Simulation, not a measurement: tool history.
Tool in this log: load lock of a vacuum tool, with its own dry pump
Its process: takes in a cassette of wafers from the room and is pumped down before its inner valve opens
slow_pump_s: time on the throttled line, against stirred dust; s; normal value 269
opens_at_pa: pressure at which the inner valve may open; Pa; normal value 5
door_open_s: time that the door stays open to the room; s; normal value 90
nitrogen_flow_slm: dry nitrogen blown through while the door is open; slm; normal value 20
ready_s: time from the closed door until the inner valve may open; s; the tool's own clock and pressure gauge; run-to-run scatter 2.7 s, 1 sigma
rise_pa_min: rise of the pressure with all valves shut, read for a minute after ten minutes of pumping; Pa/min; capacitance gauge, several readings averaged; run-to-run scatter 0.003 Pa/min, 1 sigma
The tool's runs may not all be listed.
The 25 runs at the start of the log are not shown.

run	hour	slow_pump_s	opens_at_pa	door_open_s	nitrogen_flow_slm	hours that the pump has run since its overhaul	times that the door has closed on its seal	incoming humidity of the room's air, %	ready_s	rise_pa_min
26	4143.2	269	5	28	29	8599	12828	45.1	438.3	0.018
27	4298.7	269	6	34	8	8754	13100	43.5	436.8	0.027
28	4464.5	486	5	90	35	8920	13391	48	636.5	0.028
29	4581.8	516	5	178	16	9038	13596	42.7	666.1	0.056
30	4704.3	203	6	82	4	9160	13811	43.2	377.9	0.049
31	4810.6	203	6	82	4	9266	13997	47.2	377.7	0.043
32	4986.4	158	9	92	11	9442	14305	42.9	331.3	0.037
33	5120	158	9	92	11	9576	14539	45.1	329.4	0.039
34	5278.9	158	9	65	11	9735	14817	45.2	324.9	0.036
35	5471.1	215	9	65	7	9927	15154	47.3	381.8	0.041
36	5686.3	215	9	65	7	10142	15531	46.2	383.5	0.037
37	5903.2	215	9	28	12	10359	15911	42	381.9	0.019
38	6061.5	191	9	90	30	10517	16188	43.8	361.2	0.026

3 ways to go on from here, each from the tool as it stands after run 38. What would each give?
A	6277.1	168	9	62	7	10733	16565	46.6	?	?
B	6277.1	136	9	41	20	10733	16565	43	?	?
C	6277.1	338	9	90	30	10733	16565	46.7	?	?

run	ready_s	rise_pa_min
A	331	0.041
B	311.5	0.022
C	498	0.031
Without the tool's unlogged condition, the same runs would have read:
run	ready_s	rise_pa_min
A	331	0.04
B	311.5	0.022
C	497.9	0.031
